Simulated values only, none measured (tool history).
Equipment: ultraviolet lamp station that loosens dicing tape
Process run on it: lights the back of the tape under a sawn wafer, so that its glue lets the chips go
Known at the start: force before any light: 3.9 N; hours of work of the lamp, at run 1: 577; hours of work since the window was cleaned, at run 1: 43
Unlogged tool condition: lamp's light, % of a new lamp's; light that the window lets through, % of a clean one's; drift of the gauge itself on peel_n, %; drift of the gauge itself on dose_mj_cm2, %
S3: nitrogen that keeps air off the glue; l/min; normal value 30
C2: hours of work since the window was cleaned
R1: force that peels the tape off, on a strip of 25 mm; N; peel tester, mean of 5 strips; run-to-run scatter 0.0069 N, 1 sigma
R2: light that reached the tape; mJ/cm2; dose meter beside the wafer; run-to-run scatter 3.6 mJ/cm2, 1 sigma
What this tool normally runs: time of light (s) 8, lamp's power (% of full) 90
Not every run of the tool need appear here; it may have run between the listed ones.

Run 1, hour 0: usual settings; hours of work of the lamp 577; C2 43. Result: R1 0.321 N, R2 461 mJ/cm2.
Run 2, hour 69.5: usual settings but time of light (s) 5; hours of work of the lamp 612; C2 78. Result: R1 0.684 N, R2 282 mJ/cm2.
Run 3, hour 151.5: usual settings but S3 38 l/min; hours of work of the lamp 654; C2 120. Result: R1 0.322 N, R2 434 mJ/cm2.
Run 4, hour 199: usual settings but S3 38 l/min; hours of work of the lamp 678; C2 144. Result: R1 0.336 N, R2 427 mJ/cm2.
Run 5, hour 253.3: usual settings; hours of work of the lamp 705; C2 171. Result: R1 0.371 N, R2 414 mJ/cm2.
Run 6, hour 295.4: usual settings; hours of work of the lamp 726; C2 193. Result: R1 0.389 N, R2 413 mJ/cm2.
At hour 302.9: lamp changed.
Run 7, hour 361.3: usual settings; hours of work of the lamp 30; C2 225. Result: R1 0.248 N, R2 539 mJ/cm2.
Run 8, hour 427.7: usual settings but lamp's power (% of full) 82; hours of work of the lamp 63; C2 259. Result: R1 0.301 N, R2 482 mJ/cm2.
At hour 450.6: window cleaned of glue's vapour.
Run 9, hour 490.7: usual settings but lamp's power (% of full) 92, S3 20 l/min; hours of work of the lamp 95; C2 20. Result: R1 0.259 N, R2 585 mJ/cm2.
Run 10, hour 580.9: usual settings but lamp's power (% of full) 92, S3 20 l/min; hours of work of the lamp 141; C2 66. Result: R1 0.264 N, R2 563 mJ/cm2.
Run 11, hour 647: usual settings but time of light (s) 5, S3 48 l/min; hours of work of the lamp 174; C2 99. Result: R1 0.459 N, R2 330 mJ/cm2.
Run 12, hour 687: usual settings but time of light (s) 5, S3 48 l/min; hours of work of the lamp 194; C2 120. Result: R1 0.463 N, R2 333 mJ/cm2.
Run 13, hour 744.8: usual settings but time of light (s) 7, lamp's power (% of full) 68, S3 16 l/min; hours of work of the lamp 223; C2 149. Result: R1 0.615 N, R2 344 mJ/cm2.
Run 14, hour 811.3: usual settings but time of light (s) 6, lamp's power (% of full) 82, S3 16 l/min; hours of work of the lamp 257; C2 183. Result: R1 0.628 N, R2 343 mJ/cm2.
Run 15, hour 850.5: usual settings but time of light (s) 6, lamp's power (% of full) 94, S3 16 l/min; hours of work of the lamp 277; C2 202. Result: R1 0.509 N, R2 390 mJ/cm2.
Run 16, hour 899.3: usual settings but time of light (s) 6, lamp's power (% of full) 94, S3 35 l/min; hours of work of the lamp 302; C2 227. Result: R1 0.408 N, R2 381 mJ/cm2.

Predict each of these 4 candidate next runs independently; none follows another, all start after run 16:
Run A, hour 966.3: usual settings but time of light (s) 14, lamp's power (% of full) 94, S3 26 l/min; hours of work of the lamp 336; C2 261. Result: R1 ?, R2 ?.
Run B, hour 966.3: usual settings but time of light (s) 13, lamp's power (% of full) 60, S3 41 l/min; hours of work of the lamp 336; C2 261. Result: R1 ?, R2 ?.
Run C, hour 966.3: usual settings but lamp's power (% of full) 69, S3 37 l/min; hours of work of the lamp 336; C2 261. Result: R1 ?, R2 ?.
Run D, hour 966.3: usual settings but lamp's power (% of full) 62, S3 41 l/min; hours of work of the lamp 336; C2 261. Result: R1 ?, R2 ?.

run     R1   R2
  A  0.207  870
  B  0.261  513
  C  0.425  362
  D  0.497  328
The same runs, with their run-to-run variation unchanged, on a tool lacking any hidden condition would have given:
run     R1    R2
  A  0.201  1099
  B  0.215   647
  C  0.305   457
  D  0.351   414
